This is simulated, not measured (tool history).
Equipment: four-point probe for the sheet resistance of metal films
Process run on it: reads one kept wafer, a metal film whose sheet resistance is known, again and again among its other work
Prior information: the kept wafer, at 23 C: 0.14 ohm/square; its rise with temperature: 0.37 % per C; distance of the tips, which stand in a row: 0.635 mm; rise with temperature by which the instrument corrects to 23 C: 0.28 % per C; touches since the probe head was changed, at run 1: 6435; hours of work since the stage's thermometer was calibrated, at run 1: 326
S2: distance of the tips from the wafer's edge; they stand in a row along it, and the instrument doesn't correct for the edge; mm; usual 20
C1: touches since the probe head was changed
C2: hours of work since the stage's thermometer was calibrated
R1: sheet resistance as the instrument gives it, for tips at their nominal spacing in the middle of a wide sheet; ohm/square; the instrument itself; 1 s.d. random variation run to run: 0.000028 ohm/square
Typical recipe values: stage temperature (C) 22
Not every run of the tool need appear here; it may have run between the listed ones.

run 1 hour=0.0 | stage_temperature_(C)=22 S2=20 | C1=6435 C2=326 | R1=0.139939
run 2 hour=16.0 | stage_temperature_(C)=22 S2=20 | C1=6999 C2=332 | R1=0.139958
run 3 hour=31.1 | stage_temperature_(C)=22 S2=20 | C1=7533 C2=338 | R1=0.139972
run 4 hour=42.6 | stage_temperature_(C)=22 S2=20 | C1=7940 C2=343 | R1=0.139939
run 5 hour=51.4 | stage_temperature_(C)=22 S2=20 | C1=8252 C2=347 | R1=0.139983
run 6 hour=61.6 | stage_temperature_(C)=29 S2=20 | C1=8612 C2=351 | R1=0.140754
run 7 hour=77.4 | stage_temperature_(C)=20 S2=20 | C1=9168 C2=358 | R1=0.139678
run 8 hour=86.2 | stage_temperature_(C)=22 S2=20 | C1=9480 C2=361 | R1=0.139955
run 9 hour=100.8 | stage_temperature_(C)=22 S2=20 | C1=9998 C2=367 | R1=0.139926
run 10 hour=114.3 | stage_temperature_(C)=22 S2=20 | C1=10473 C2=373 | R1=0.139945
run 11 hour=128.7 | stage_temperature_(C)=22 S2=20 | C1=10983 C2=379 | R1=0.139986
run 12 hour=140.2 | stage_temperature_(C)=22 S2=20 | C1=11389 C2=383 | R1=0.139932
run 13 hour=151.0 | stage_temperature_(C)=22 S2=20 | C1=11772 C2=388 | R1=0.139914
run 14 hour=160.3 | stage_temperature_(C)=22 S2=20 | C1=12098 C2=392 | R1=0.139961
run 15 hour=173.8 | stage_temperature_(C)=22 S2=20 | C1=12576 C2=397 | R1=0.139879
run 16 hour=180.7 | stage_temperature_(C)=22 S2=20 | C1=12821 C2=400 | R1=0.139991
run 17 hour=191.4 | stage_temperature_(C)=22 S2=59 | C1=13197 C2=405 | R1=0.139902
run 18 hour=202.3 | stage_temperature_(C)=22 S2=59 | C1=13582 C2=409 | R1=0.139902
run 19 hour=218.6 | stage_temperature_(C)=34 S2=20 | C1=14160 C2=416 | R1=0.141376
run 20 hour=233.8 | stage_temperature_(C)=34 S2=20 | C1=14694 C2=422 | R1=0.141333
run 21 hour=246.5 | stage_temperature_(C)=34 S2=20 | C1=15143 C2=427 | R1=0.141378
run 22 hour=260.6 | stage_temperature_(C)=34 S2=20 | C1=15643 C2=433 | R1=0.141384
run 23 hour=272.2 | stage_temperature_(C)=34 S2=20 | C1=16051 C2=438 | R1=0.141303
run 24 hour=280.7 | stage_temperature_(C)=33 S2=66 | C1=16353 C2=441 | R1=0.141197
run 25 hour=294.2 | stage_temperature_(C)=32 S2=66 | C1=16829 C2=447 | R1=0.141105
run 26 hour=306.2 | stage_temperature_(C)=30 S2=54 | C1=17252 C2=452 | R1=0.140802
run 27 hour=322.5 | stage_temperature_(C)=19 S2=39 | C1=17831 C2=459 | R1=0.139501
run 28 hour=329.3 | stage_temperature_(C)=28 S2=48 | C1=18069 C2=461 | R1=0.140617
run 29 hour=340.2 | stage_temperature_(C)=24 S2=18 | C1=18454 C2=466 | R1=0.140219
run 30 hour=350.0 | stage_temperature_(C)=25 S2=71 | C1=18799 C2=470 | R1=0.140210
run 31 hour=359.2 | stage_temperature_(C)=22 S2=55 | C1=19127 C2=474 | R1=0.139842
run 32 hour=371.6 | stage_temperature_(C)=28 S2=39 | C1=19564 C2=479 | R1=0.140604
run 33 hour=387.3 | stage_temperature_(C)=23 S2=26 | C1=20117 C2=485 | R1=0.140037
run 34 hour=396.8 | stage_temperature_(C)=24 S2=41 | C1=20453 C2=489 | R1=0.140149
run 35 hour=406.1 | stage_temperature_(C)=27 S2=10 | C1=20781 C2=493 | R1=0.140751
run 36 hour=418.2 | stage_temperature_(C)=27 S2=10 | C1=21211 C2=498 | R1=0.140801
run 37 hour=430.9 | stage_temperature_(C)=19 S2=11 | C1=21660 C2=503 | R1=0.139789
run 38 hour=438.4 | stage_temperature_(C)=26 S2=11 | C1=21923 C2=506 | R1=0.140592
run 39 hour=454.0 | stage_temperature_(C)=20 S2=3 | C1=22476 C2=513 | R1=0.142900
run 40 hour=463.8 | stage_temperature_(C)=19 S2=3 | C1=22823 C2=517 | R1=0.142771
run 41 hour=471.3 | stage_temperature_(C)=26 S2=26 | C1=23085 C2=520 | R1=0.140407
run 42 hour=479.8 | stage_temperature_(C)=26 S2=26 | C1=23388 C2=523 | R1=0.140405
run 43 hour=495.5 | stage_temperature_(C)=26 S2=26 | C1=23942 C2=530 | R1=0.140437
run 44 hour=508.6 | stage_temperature_(C)=25 S2=44 | C1=24404 C2=535 | R1=0.140231

Consider 3 possible next runs. They are alternatives, not a sequence: every one starts from the tool as it was left by run 44. What does each give?
run A hour=522.9 | stage_temperature_(C)=19 S2=8 | C1=24911 C2=541 | R1=?
run B hour=522.9 | stage_temperature_(C)=19 S2=27 | C1=24911 C2=541 | R1=?
run C hour=522.9 | stage_temperature_(C)=25 S2=44 | C1=24911 C2=541 | R1=?

run=A R1=0.140024
run=B R1=0.139573
run=C R1=0.140301
With the hidden condition removed and each run's random variation left untouched, the same runs would have given:
run=A R1=0.140028
run=B R1=0.139577
run=C R1=0.140305

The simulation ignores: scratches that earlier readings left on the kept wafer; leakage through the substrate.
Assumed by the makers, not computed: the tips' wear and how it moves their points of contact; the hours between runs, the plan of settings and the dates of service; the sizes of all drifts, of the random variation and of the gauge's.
